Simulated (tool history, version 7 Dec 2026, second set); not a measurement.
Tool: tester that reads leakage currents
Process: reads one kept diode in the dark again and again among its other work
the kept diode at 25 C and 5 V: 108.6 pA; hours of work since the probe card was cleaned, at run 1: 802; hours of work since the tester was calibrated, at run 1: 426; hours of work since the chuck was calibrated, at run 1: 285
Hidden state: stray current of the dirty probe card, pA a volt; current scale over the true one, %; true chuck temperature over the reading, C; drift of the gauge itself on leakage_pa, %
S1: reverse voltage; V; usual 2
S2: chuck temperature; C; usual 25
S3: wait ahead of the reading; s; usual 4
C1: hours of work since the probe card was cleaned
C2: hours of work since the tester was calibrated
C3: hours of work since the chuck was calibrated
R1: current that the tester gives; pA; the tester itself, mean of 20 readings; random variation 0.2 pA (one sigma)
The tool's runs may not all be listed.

run   hour    S1  S2    S3    C1   C2   C3      R1
  1      0     2  25     4   802  426  285   63.98
  2   28.7     2  25     4   815  438  297   63.73
  3   63.6     2  25     4   830  453  312   64.22
  4    101     2  25     4   846  469  328   64.05
  5  139.2     2  25     4   862  485  344   63.81
  6  177.2     2  25     4   878  502  361   63.57
  7  193.8     2  25     4   885  509  368   63.94
  8  219.2     2  25     4   896  520  379   64.02
  9  251.6     2  25     4   910  534  393   63.56
 10  288.8     2  25     4   926  550  409   63.85
 11  308.5  4.76  25     4   935  558  417   105.3
 12  343.5  4.76  25     4   950  573  432  104.85
 13  374.5  4.76  25     4   963  586  445  105.13
 14  403.7     2  25  0.75   975  599  458   64.27
 15  434.9     2  25  0.75   989  612  471   64.62
 16  469.4     2  25  0.75  1004  627  486    64.7
 17  500.5     2  25  9.44  1017  640  499   63.49
 18  521.2     2  25     4  1026  649  508   63.55
 19  540.6     2  25     4  1034  657  516   63.47
 20  569.7     2  45     4  1047  670  529  352.39
 21  598.3     2  45     4  1059  682  541  352.07
 22  626.9     2  45     4  1071  694  553   355.9
 23  653.4     2  45     4  1082  706  565  352.77
 24    683     2  52  5.87  1095  719  577  612.04
 25  717.4     2  50  3.78  1110  733  592   524.5
 26  753.5     2  25  4.24  1125  749  608   63.23
 27  778.5     2  25  4.24  1136  759  618   63.44
 28  798.7     2  25  4.24  1145  768  627    63.4
 29  819.2     2  25  4.24  1153  777  636   63.34

Forecast run 30:
 30  836.8  1.19  24  1.89  1161  784  643   ?

Run 30 gave R1 42.78 pA.
Without the tool's hidden state the same run would have given R1 43.51 pA.

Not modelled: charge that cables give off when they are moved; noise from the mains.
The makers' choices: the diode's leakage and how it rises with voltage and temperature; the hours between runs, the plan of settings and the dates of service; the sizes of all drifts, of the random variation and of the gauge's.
